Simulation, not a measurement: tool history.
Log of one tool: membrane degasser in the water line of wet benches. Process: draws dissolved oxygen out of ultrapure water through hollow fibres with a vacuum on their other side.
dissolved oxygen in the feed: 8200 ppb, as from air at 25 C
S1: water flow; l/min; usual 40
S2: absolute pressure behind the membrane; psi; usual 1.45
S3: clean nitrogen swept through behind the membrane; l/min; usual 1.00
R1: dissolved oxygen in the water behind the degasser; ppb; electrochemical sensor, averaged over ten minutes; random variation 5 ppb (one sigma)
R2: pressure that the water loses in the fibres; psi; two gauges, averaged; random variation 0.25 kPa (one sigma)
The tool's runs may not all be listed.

run     day  S1    S2    S3     R1      R2
  1   0.000  40  1.45  1.00  537.9   9.847
  2   3.033  40  1.45  1.00  546.8   9.868
  3   7.642  40  1.45  1.00  547.8   9.894
  4  12.308  37  1.45  1.00  518.0   9.206
  5  17.183  37  1.45  1.00  525.9   9.162
  6  20.996  37  1.45  1.00  518.2   9.224
     24.229  -- seals of the vacuum lines changed
  7  26.442  40  1.45  1.00  552.6   9.922
  8  29.246  40  1.02  1.00  331.9   9.935
  9  33.962  40  1.45  1.00  556.5   9.906
     34.354  -- vacuum gauge calibrated
 10  36.454  40  1.45  1.00  568.4  10.009
 11  40.162  40  1.45  2.16  308.3   9.981
 12  45.175  40  1.45  2.16  308.9  10.018
 13  47.592  40  1.45  2.16  305.8  10.002
 14  53.329  40  1.45  0.48  928.1  10.008
 15  57.446  40  1.45  0.48  929.9  10.038
     59.204  -- vacuum gauge calibrated, once more
 16  61.417  40  1.45  2.22  281.3  10.026
 17  63.808  40  1.33  0.63  642.4  10.012
 18  68.658  53  1.07  0.52  663.8  13.332
 19  73.842  53  1.07  0.52  663.1  13.287
 20  78.754  40  1.51  2.16  307.0  10.044

The next listed run, before its measurement:
 21  82.883  40  1.51  2.66   ?   ?

{"run 21": {"R1": 257.7, "R2": 10.14}}
Without the tool's hidden state the same run would have given R1 253.2 ppb, R2 9.722 psi.
